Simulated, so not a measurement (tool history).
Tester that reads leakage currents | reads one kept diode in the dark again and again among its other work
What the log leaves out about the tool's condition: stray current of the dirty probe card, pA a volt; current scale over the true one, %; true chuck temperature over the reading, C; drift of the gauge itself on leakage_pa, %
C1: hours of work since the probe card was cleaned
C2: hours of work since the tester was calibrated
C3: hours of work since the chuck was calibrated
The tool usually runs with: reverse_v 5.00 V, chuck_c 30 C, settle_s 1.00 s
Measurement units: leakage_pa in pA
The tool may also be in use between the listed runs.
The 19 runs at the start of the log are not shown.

{"run": 20, "hour": 2797.7, "reverse_v": 5.0, "chuck_c": 33, "settle_s": 1.0, "C1": 3402, "C2": 246, "C3": 1724, "leakage_pa": 33.1}
{"hour": 2865.2, "done": "chuck's temperature calibrated"}
{"hour": 2952.8, "done": "tester calibrated, once more"}
{"run": 21, "hour": 2968.5, "reverse_v": 5.0, "chuck_c": 56, "settle_s": 0.32, "C1": 3485, "C2": 8, "C3": 50, "leakage_pa": 135.62}
{"run": 22, "hour": 3066.3, "reverse_v": 2.65, "chuck_c": 24, "settle_s": 1.88, "C1": 3533, "C2": 56, "C3": 98, "leakage_pa": 15.19}
{"run": 23, "hour": 3254.2, "reverse_v": 2.24, "chuck_c": 24, "settle_s": 0.85, "C1": 3626, "C2": 149, "C3": 191, "leakage_pa": 14.44}
{"hour": 3321.4, "done": "probe card cleaned and baked"}
{"run": 24, "hour": 3426.5, "reverse_v": 15.04, "chuck_c": 25, "settle_s": 0.62, "C1": 52, "C2": 232, "C3": 275, "leakage_pa": 32.38}
{"run": 25, "hour": 3560.1, "reverse_v": 1.45, "chuck_c": 30, "settle_s": 1.0, "C1": 118, "C2": 298, "C3": 341, "leakage_pa": 14.59}
{"run": 26, "hour": 3658.1, "reverse_v": 1.45, "chuck_c": 55, "settle_s": 0.64, "C1": 166, "C2": 347, "C3": 389, "leakage_pa": 72.44}
{"run": 27, "hour": 3752.1, "reverse_v": 13.97, "chuck_c": 30, "settle_s": 1.0, "C1": 213, "C2": 393, "C3": 435, "leakage_pa": 38.84}
{"run": 28, "hour": 3857.7, "reverse_v": 13.97, "chuck_c": 30, "settle_s": 1.0, "C1": 265, "C2": 445, "C3": 487, "leakage_pa": 39.34}
{"run": 29, "hour": 4025.3, "reverse_v": 13.97, "chuck_c": 30, "settle_s": 1.0, "C1": 347, "C2": 528, "C3": 570, "leakage_pa": 39.38}
{"run": 30, "hour": 4143.6, "reverse_v": 5.0, "chuck_c": 40, "settle_s": 4.92, "C1": 406, "C2": 586, "C3": 629, "leakage_pa": 45.18}
{"run": 31, "hour": 4245.6, "reverse_v": 5.0, "chuck_c": 40, "settle_s": 4.92, "C1": 456, "C2": 637, "C3": 679, "leakage_pa": 45.23}
{"run": 32, "hour": 4359.4, "reverse_v": 1.2, "chuck_c": 22, "settle_s": 1.0, "C1": 512, "C2": 693, "C3": 735, "leakage_pa": 7.73}
{"run": 33, "hour": 4546.2, "reverse_v": 14.29, "chuck_c": 48, "settle_s": 0.3, "C1": 605, "C2": 785, "C3": 827, "leakage_pa": 128.32}
{"run": 34, "hour": 4715.5, "reverse_v": 14.29, "chuck_c": 48, "settle_s": 0.3, "C1": 688, "C2": 869, "C3": 911, "leakage_pa": 128.22}
{"run": 35, "hour": 4798.0, "reverse_v": 14.29, "chuck_c": 48, "settle_s": 0.3, "C1": 729, "C2": 909, "C3": 952, "leakage_pa": 128.15}
{"run": 36, "hour": 4934.1, "reverse_v": 14.29, "chuck_c": 34, "settle_s": 0.3, "C1": 796, "C2": 977, "C3": 1019, "leakage_pa": 62.52}
{"run": 37, "hour": 5064.7, "reverse_v": 10.91, "chuck_c": 34, "settle_s": 0.3, "C1": 860, "C2": 1041, "C3": 1083, "leakage_pa": 53.73}
{"run": 38, "hour": 5242.1, "reverse_v": 10.91, "chuck_c": 34, "settle_s": 0.3, "C1": 948, "C2": 1129, "C3": 1171, "leakage_pa": 53.59}
{"run": 39, "hour": 5385.1, "reverse_v": 10.91, "chuck_c": 34, "settle_s": 0.3, "C1": 1019, "C2": 1199, "C3": 1241, "leakage_pa": 54.04}

Below are 3 alternative next runs, each starting from the tool's condition after run 39. Predict each:
{"run": "A", "hour": 5486.2, "reverse_v": 2.08, "chuck_c": 25, "settle_s": 1.71, "C1": 1069, "C2": 1249, "C3": 1291, "leakage_pa": "?"}
{"run": "B", "hour": 5486.2, "reverse_v": 5.0, "chuck_c": 33, "settle_s": 1.0, "C1": 1069, "C2": 1249, "C3": 1291, "leakage_pa": "?"}
{"run": "C", "hour": 5486.2, "reverse_v": 10.91, "chuck_c": 34, "settle_s": 6.03, "C1": 1069, "C2": 1249, "C3": 1291, "leakage_pa": "?"}

run=A leakage_pa=11.88
run=B leakage_pa=30.08
run=C leakage_pa=42.75
Without the tool's unlogged condition, the same runs would have read:
run=A leakage_pa=11.86
run=B leakage_pa=29.98
run=C leakage_pa=41.33
